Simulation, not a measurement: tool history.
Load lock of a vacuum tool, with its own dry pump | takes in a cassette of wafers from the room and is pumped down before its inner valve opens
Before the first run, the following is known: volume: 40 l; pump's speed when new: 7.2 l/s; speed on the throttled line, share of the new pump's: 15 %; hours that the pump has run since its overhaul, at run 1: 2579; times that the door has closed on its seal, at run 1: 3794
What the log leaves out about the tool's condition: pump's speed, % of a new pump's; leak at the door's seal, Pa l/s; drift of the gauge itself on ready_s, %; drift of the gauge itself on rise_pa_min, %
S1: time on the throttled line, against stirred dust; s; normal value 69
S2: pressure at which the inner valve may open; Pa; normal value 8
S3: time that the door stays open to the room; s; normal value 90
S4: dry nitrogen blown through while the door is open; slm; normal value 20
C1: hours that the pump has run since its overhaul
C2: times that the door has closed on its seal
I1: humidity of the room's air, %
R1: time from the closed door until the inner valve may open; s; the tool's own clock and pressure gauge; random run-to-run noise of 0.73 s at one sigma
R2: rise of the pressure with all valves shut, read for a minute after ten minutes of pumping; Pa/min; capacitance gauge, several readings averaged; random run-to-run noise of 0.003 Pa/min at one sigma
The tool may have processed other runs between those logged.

{"run": 1, "hour": 0.0, "S1": 69, "S2": 8, "S3": 90, "S4": 20, "C1": 2579, "C2": 3794, "I1": 47.1, "R1": 110.1, "R2": 0.043}
{"run": 2, "hour": 238.3, "S1": 69, "S2": 8, "S3": 90, "S4": 20, "C1": 2817, "C2": 4614, "I1": 45.1, "R1": 110.9, "R2": 0.029}
{"run": 3, "hour": 511.0, "S1": 69, "S2": 8, "S3": 90, "S4": 20, "C1": 3090, "C2": 5553, "I1": 44.9, "R1": 111.2, "R2": 0.032}
{"run": 4, "hour": 717.1, "S1": 69, "S2": 8, "S3": 90, "S4": 28, "C1": 3296, "C2": 6262, "I1": 41.9, "R1": 110.1, "R2": 0.028}
{"run": 5, "hour": 971.2, "S1": 69, "S2": 8, "S3": 90, "S4": 28, "C1": 3550, "C2": 7136, "I1": 42.8, "R1": 111.8, "R2": 0.028}
{"run": 6, "hour": 1150.4, "S1": 69, "S2": 8, "S3": 90, "S4": 4, "C1": 3729, "C2": 7753, "I1": 47.7, "R1": 109.8, "R2": 0.051}
{"run": 7, "hour": 1301.4, "S1": 69, "S2": 8, "S3": 90, "S4": 4, "C1": 3880, "C2": 8272, "I1": 39.8, "R1": 111.6, "R2": 0.032}
{"run": 8, "hour": 1551.1, "S1": 69, "S2": 8, "S3": 74, "S4": 20, "C1": 4130, "C2": 9132, "I1": 47.1, "R1": 112.1, "R2": 0.023}
{"run": 9, "hour": 1786.7, "S1": 69, "S2": 8, "S3": 74, "S4": 20, "C1": 4366, "C2": 9942, "I1": 44.9, "R1": 111.4, "R2": 0.033}
{"run": 10, "hour": 2008.9, "S1": 69, "S2": 8, "S3": 74, "S4": 20, "C1": 4588, "C2": 10707, "I1": 44.4, "R1": 110, "R2": 0.022}
{"run": 11, "hour": 2346.3, "S1": 69, "S2": 8, "S3": 74, "S4": 20, "C1": 4925, "C2": 11868, "I1": 43.9, "R1": 111.4, "R2": 0.026}
{"run": 12, "hour": 2525.9, "S1": 69, "S2": 8, "S3": 74, "S4": 20, "C1": 5105, "C2": 12486, "I1": 44.3, "R1": 109.7, "R2": 0.035}
{"run": 13, "hour": 2757.4, "S1": 69, "S2": 8, "S3": 74, "S4": 20, "C1": 5336, "C2": 13283, "I1": 42.8, "R1": 110.4, "R2": 0.029}
{"run": 14, "hour": 3098.6, "S1": 37, "S2": 15, "S3": 34, "S4": 9, "C1": 5677, "C2": 14457, "I1": 44.7, "R1": 79.8, "R2": 0.026}
{"run": 15, "hour": 3465.3, "S1": 102, "S2": 15, "S3": 40, "S4": 9, "C1": 6044, "C2": 15719, "I1": 46.1, "R1": 134.9, "R2": 0.03}
{"run": 16, "hour": 3801.8, "S1": 114, "S2": 8, "S3": 90, "S4": 20, "C1": 6381, "C2": 16876, "I1": 41.6, "R1": 149.8, "R2": 0.029}
{"run": 17, "hour": 3984.0, "S1": 69, "S2": 9, "S3": 90, "S4": 31, "C1": 6563, "C2": 17503, "I1": 42.5, "R1": 109.9, "R2": 0.027}
{"run": 18, "hour": 4313.9, "S1": 69, "S2": 9, "S3": 90, "S4": 31, "C1": 6893, "C2": 18639, "I1": 43.3, "R1": 110, "R2": 0.025}
{"run": 19, "hour": 4546.5, "S1": 38, "S2": 8, "S3": 90, "S4": 20, "C1": 7125, "C2": 19439, "I1": 43.8, "R1": 84.5, "R2": 0.028}
{"run": 20, "hour": 4799.1, "S1": 38, "S2": 8, "S3": 90, "S4": 20, "C1": 7378, "C2": 20308, "I1": 43.7, "R1": 84.8, "R2": 0.034}

Here are 5 independent what-if runs from the current tool condition. What would each one return?
{"run": "A", "hour": 5060.5, "S1": 69, "S2": 8, "S3": 90, "S4": 20, "C1": 7639, "C2": 21208, "I1": 42.4, "R1": "?", "R2": "?"}
{"run": "B", "hour": 5060.5, "S1": 69, "S2": 8, "S3": 90, "S4": 23, "C1": 7639, "C2": 21208, "I1": 47.4, "R1": "?", "R2": "?"}
{"run": "C", "hour": 5060.5, "S1": 69, "S2": 14, "S3": 57, "S4": 20, "C1": 7639, "C2": 21208, "I1": 43.8, "R1": "?", "R2": "?"}
{"run": "D", "hour": 5060.5, "S1": 46, "S2": 8, "S3": 116, "S4": 20, "C1": 7639, "C2": 21208, "I1": 43.3, "R1": "?", "R2": "?"}
{"run": "E", "hour": 5060.5, "S1": 69, "S2": 8, "S3": 90, "S4": 8, "C1": 7639, "C2": 21208, "I1": 47.8, "R1": "?", "R2": "?"}

run=A R1=113.2 R2=0.032
run=B R1=111.7 R2=0.036
run=C R1=109.5 R2=0.029
run=D R1=91.5 R2=0.03
run=E R1=111.3 R2=0.044
With no hidden state in the tool, these same runs would have given:
run=A R1=113.2 R2=0.032
run=B R1=111.6 R2=0.036
run=C R1=109.5 R2=0.028
run=D R1=91.5 R2=0.029
run=E R1=111.2 R2=0.043
